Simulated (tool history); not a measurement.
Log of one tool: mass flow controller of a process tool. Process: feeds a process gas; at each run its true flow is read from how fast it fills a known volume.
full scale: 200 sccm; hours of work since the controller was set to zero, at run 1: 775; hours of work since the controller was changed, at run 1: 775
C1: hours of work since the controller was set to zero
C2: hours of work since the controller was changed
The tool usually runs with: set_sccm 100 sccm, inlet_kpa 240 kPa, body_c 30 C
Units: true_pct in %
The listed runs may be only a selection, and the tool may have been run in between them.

Run 1, hour 0.0: usual settings; C1 775; C2 775. Result: true_pct 98.64 %.
Run 2, hour 52.8: usual settings; C1 797; C2 797. Result: true_pct 98.76 %.
Run 3, hour 117.4: usual settings; C1 823; C2 823. Result: true_pct 98.68 %.
Run 4, hour 182.7: usual settings; C1 849; C2 849. Result: true_pct 98.72 %.
Run 5, hour 224.4: usual settings; C1 866; C2 866. Result: true_pct 98.80 %.
Run 6, hour 290.6: usual settings but set_sccm 164 sccm; C1 893; C2 893. Result: true_pct 99.07 %.
Run 7, hour 376.8: usual settings but inlet_kpa 242 kPa; C1 928; C2 928. Result: true_pct 98.72 %.
Run 8, hour 465.8: usual settings but set_sccm 26 sccm, body_c 34 C; C1 964; C2 964. Result: true_pct 97.63 %.
Run 9, hour 503.8: usual settings but set_sccm 26 sccm, body_c 28 C; C1 979; C2 979. Result: true_pct 97.83 %.

Run 10 is up next; what results do you expect?
Run 10, hour 590.9: usual settings but set_sccm 33 sccm, inlet_kpa 243 kPa, body_c 21 C; C1 1015; C2 1015. Result: true_pct ?.

{"run 10": {"true_pct": 98.05}}
The same run, on a tool lacking any hidden state, would have yielded true_pct 98.85 %.
